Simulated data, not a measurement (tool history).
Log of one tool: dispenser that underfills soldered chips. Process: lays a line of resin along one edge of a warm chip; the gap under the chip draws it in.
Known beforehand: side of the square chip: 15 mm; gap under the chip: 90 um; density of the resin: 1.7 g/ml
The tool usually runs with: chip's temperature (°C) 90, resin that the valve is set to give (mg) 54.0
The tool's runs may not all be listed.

run   hour  chip's temperature (°C)  resin that the valve is set to give (mg)  time until the resin shows at the far edge (s)  resin that the valve gave (mg)
  1    0.0                       90                                      54.0                                            47.8                           52.32
  2    3.9                       82                                      54.0                                            83.2                           52.31
       5.7  -- new syringe of resin
  3    9.8                       82                                      54.0                                            66.7                           52.12
      15.2  -- new syringe of resin
  4   16.1                       82                                      54.0                                            53.8                           52.13
      21.8  -- dispensing valve cleaned and set on the balance
  5   21.8                       82                                      54.0                                            69.9                           54.10
      25.8  -- new syringe of resin
  6   26.8                       82                                      54.0                                            55.7                           53.60
  7   30.8                       82                                      54.0                                            69.0                           53.80
      35.6  -- new syringe of resin
  8   37.2                       90                                      54.0                                            40.8                           53.86
  9   43.0                       90                                      54.0                                            57.0                           53.51
      45.1  -- new syringe of resin
 10   50.7                       90                                      54.0                                            51.1                           53.26
      54.5  -- new syringe of resin
 11   57.7                       90                                      54.0                                            44.0                           52.87
      64.0  -- new syringe of resin
 12   64.7                       90                                      51.3                                            39.4                           50.30
 13   70.1                       90                                      51.3                                            53.8                           49.90
      73.7  -- new syringe of resin
 14   75.0                       90                                      51.3                                            40.2                           49.90
 15   79.5                       90                                      51.3                                            53.2                           49.87
 16   82.7                       90                                      51.3                                            64.9                           49.59
      83.6  -- new syringe of resin
 17   86.1                       90                                      51.3                                            44.7                           49.71
 18   92.2                       90                                      51.3                                            64.2                           49.36
      93.0  -- new syringe of resin
 19   97.8                       76                                      59.8                                            84.4                           57.31
     102.8  -- new syringe of resin
     103.8  -- dispensing valve cleaned and set on the balance
 20  105.2                       87                                      58.9                                            44.5                           58.98

For run 21, what comes out?
 21  109.9                       77                                      58.2                                               ?                               ?

time until the resin shows at the far edge (s): 88.8
resin that the valve gave (mg): 58.05
With the hidden condition absent and the run-to-run variation left alone, this run would have shown time until the resin shows at the far edge (s) 64.6, resin that the valve gave (mg) 58.32.
